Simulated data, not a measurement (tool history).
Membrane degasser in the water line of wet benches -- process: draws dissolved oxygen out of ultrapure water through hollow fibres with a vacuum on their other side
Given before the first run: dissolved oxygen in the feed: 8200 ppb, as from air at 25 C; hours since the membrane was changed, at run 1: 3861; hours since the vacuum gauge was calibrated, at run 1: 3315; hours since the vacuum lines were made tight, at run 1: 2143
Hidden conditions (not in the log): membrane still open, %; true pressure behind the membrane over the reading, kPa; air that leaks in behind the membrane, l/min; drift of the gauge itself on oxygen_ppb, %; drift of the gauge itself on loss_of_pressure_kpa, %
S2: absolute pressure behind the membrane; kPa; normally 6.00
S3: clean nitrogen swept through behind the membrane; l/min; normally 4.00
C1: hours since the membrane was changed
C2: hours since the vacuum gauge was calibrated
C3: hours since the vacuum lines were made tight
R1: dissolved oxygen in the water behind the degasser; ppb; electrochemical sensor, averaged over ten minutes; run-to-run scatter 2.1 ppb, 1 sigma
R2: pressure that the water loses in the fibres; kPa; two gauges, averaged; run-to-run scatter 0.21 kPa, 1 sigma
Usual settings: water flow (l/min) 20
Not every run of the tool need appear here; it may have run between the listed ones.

Run 1, hour 0.0: usual settings; C1 3861; C2 3315; C3 2143. Result: R1 208.3 ppb, R2 51.30 kPa.
Run 2, hour 146.8: usual settings; C1 4007; C2 3462; C3 2290. Result: R1 208.7 ppb, R2 51.43 kPa.
Run 3, hour 408.5: usual settings; C1 4269; C2 3724; C3 2552. Result: R1 208.6 ppb, R2 51.06 kPa.
Run 4, hour 579.0: usual settings; C1 4440; C2 3894; C3 2722. Result: R1 211.3 ppb, R2 51.19 kPa.
Run 5, hour 836.8: usual settings but water flow (l/min) 13; C1 4698; C2 4152; C3 2980. Result: R1 81.8 ppb, R2 33.46 kPa.
Run 6, hour 1102.5: usual settings; C1 4963; C2 4418; C3 3246. Result: R1 212.6 ppb, R2 51.76 kPa.
Run 7, hour 1381.7: usual settings; C1 5242; C2 4697; C3 3525. Result: R1 209.9 ppb, R2 51.42 kPa.
Run 8, hour 1536.5: usual settings; C1 5397; C2 4852; C3 3680. Result: R1 208.1 ppb, R2 51.36 kPa.
Run 9, hour 1835.1: usual settings but S2 5.12 kPa; C1 5696; C2 5150; C3 3978. Result: R1 197.5 ppb, R2 50.87 kPa.
Run 10, hour 2100.0: usual settings but S2 5.12 kPa; C1 5961; C2 5415; C3 4243. Result: R1 201.7 ppb, R2 51.72 kPa.
Run 11, hour 2353.2: usual settings but water flow (l/min) 18; C1 6214; C2 5668; C3 4496. Result: R1 167.2 ppb, R2 45.88 kPa.
Run 12, hour 2654.5: usual settings but S2 4.63 kPa; C1 6515; C2 5970; C3 4798. Result: R1 193.2 ppb, R2 51.43 kPa.
At hour 2704.4: vacuum gauge calibrated.
Run 13, hour 2845.9: usual settings but S3 8.62 l/min; C1 6706; C2 141; C3 4988. Result: R1 192.0 ppb, R2 51.06 kPa.
Run 14, hour 3068.4: usual settings but S3 8.62 l/min; C1 6929; C2 364; C3 5211. Result: R1 194.4 ppb, R2 51.00 kPa.
Run 15, hour 3351.7: usual settings but water flow (l/min) 13; C1 7212; C2 647; C3 5494. Result: R1 85.1 ppb, R2 33.43 kPa.
Run 16, hour 3483.1: usual settings but water flow (l/min) 13; C1 7343; C2 779; C3 5626. Result: R1 83.0 ppb, R2 33.03 kPa.
Run 17, hour 3786.0: usual settings but water flow (l/min) 13; C1 7646; C2 1082; C3 5929. Result: R1 83.4 ppb, R2 33.44 kPa.
Run 18, hour 4016.2: usual settings but water flow (l/min) 13; C1 7876; C2 1312; C3 6159. Result: R1 84.9 ppb, R2 33.44 kPa.
Run 19, hour 4164.4: usual settings but water flow (l/min) 15, S2 9.21 kPa, S3 8.74 l/min; C1 8025; C2 1460; C3 6307. Result: R1 115.5 ppb, R2 37.98 kPa.
Run 20, hour 4378.9: usual settings but water flow (l/min) 24, S2 14.73 kPa, S3 2.90 l/min; C1 8239; C2 1674; C3 6521. Result: R1 464.2 ppb, R2 61.70 kPa.
Run 21, hour 4519.5: usual settings but water flow (l/min) 24, S2 14.73 kPa, S3 2.90 l/min; C1 8380; C2 1815; C3 6662. Result: R1 470.2 ppb, R2 61.70 kPa.
At hour 4671.3: seals of the vacuum lines changed.
Run 22, hour 4810.6: usual settings but water flow (l/min) 24, S2 14.73 kPa, S3 2.90 l/min; C1 8669; C2 2104; C3 139. Result: R1 468.6 ppb, R2 61.24 kPa.
Run 23, hour 5069.0: usual settings but water flow (l/min) 24, S2 14.73 kPa, S3 2.90 l/min; C1 8927; C2 2363; C3 398. Result: R1 469.7 ppb, R2 61.86 kPa.
Run 24, hour 5284.8: usual settings but water flow (l/min) 24, S2 14.73 kPa, S3 2.90 l/min; C1 9143; C2 2578; C3 614. Result: R1 467.2 ppb, R2 61.59 kPa.
Run 25, hour 5507.3: usual settings but S2 14.49 kPa, S3 2.76 l/min; C1 9366; C2 2801; C3 836. Result: R1 364.9 ppb, R2 51.12 kPa.
Run 26, hour 5660.2: usual settings but water flow (l/min) 26, S2 3.71 kPa, S3 5.23 l/min; C1 9518; C2 2954; C3 989. Result: R1 307.6 ppb, R2 67.10 kPa.
Run 27, hour 5966.8: usual settings but water flow (l/min) 26, S2 3.71 kPa, S3 5.23 l/min; C1 9825; C2 3260; C3 1296. Result: R1 309.9 ppb, R2 66.91 kPa.
Run 28, hour 6259.8: usual settings but water flow (l/min) 26, S2 3.71 kPa, S3 5.23 l/min; C1 10118; C2 3553; C3 1589. Result: R1 307.0 ppb, R2 66.42 kPa.
Run 29, hour 6469.3: usual settings but water flow (l/min) 26, S2 3.71 kPa, S3 5.23 l/min; C1 10328; C2 3763; C3 1798. Result: R1 308.5 ppb, R2 66.30 kPa.
Run 30, hour 6787.8: usual settings but water flow (l/min) 25, S2 11.91 kPa, S3 3.19 l/min; C1 10646; C2 4081; C3 2117. Result: R1 432.8 ppb, R2 64.30 kPa.
Run 31, hour 7089.8: usual settings but S2 7.90 kPa; C1 10948; C2 4383; C3 2419. Result: R1 228.5 ppb, R2 51.30 kPa.
Run 32, hour 7291.5: usual settings but S2 7.90 kPa; C1 11150; C2 4585; C3 2620. Result: R1 235.9 ppb, R2 51.60 kPa.

Predict each of these 4 candidate next runs independently; none follows another, all start after run 32:
Run A, hour 7588.8: usual settings but water flow (l/min) 28, S2 6.55 kPa, S3 1.84 l/min; C1 11447; C2 4882; C3 2917. Result: R1 ?, R2 ?.
Run B, hour 7588.8: usual settings but S2 3.66 kPa, S3 5.64 l/min; C1 11447; C2 4882; C3 2917. Result: R1 ?, R2 ?.
Run C, hour 7588.8: usual settings but water flow (l/min) 14, S2 7.90 kPa; C1 11447; C2 4882; C3 2917. Result: R1 ?, R2 ?.
Run D, hour 7588.8: usual settings but water flow (l/min) 24, S2 14.95 kPa, S3 9.22 l/min; C1 11447; C2 4882; C3 2917. Result: R1 ?, R2 ?.

run     R1     R2
  A  452.2  71.83
  B  185.6  51.58
  C  113.8  36.07
  D  327.7  61.66
The same runs, with their run-to-run variation unchanged, on a tool lacking any hidden condition would have given:
run     R1     R2
  A  450.7  71.75
  B  184.7  51.52
  C  113.4  36.02
  D  326.6  61.58
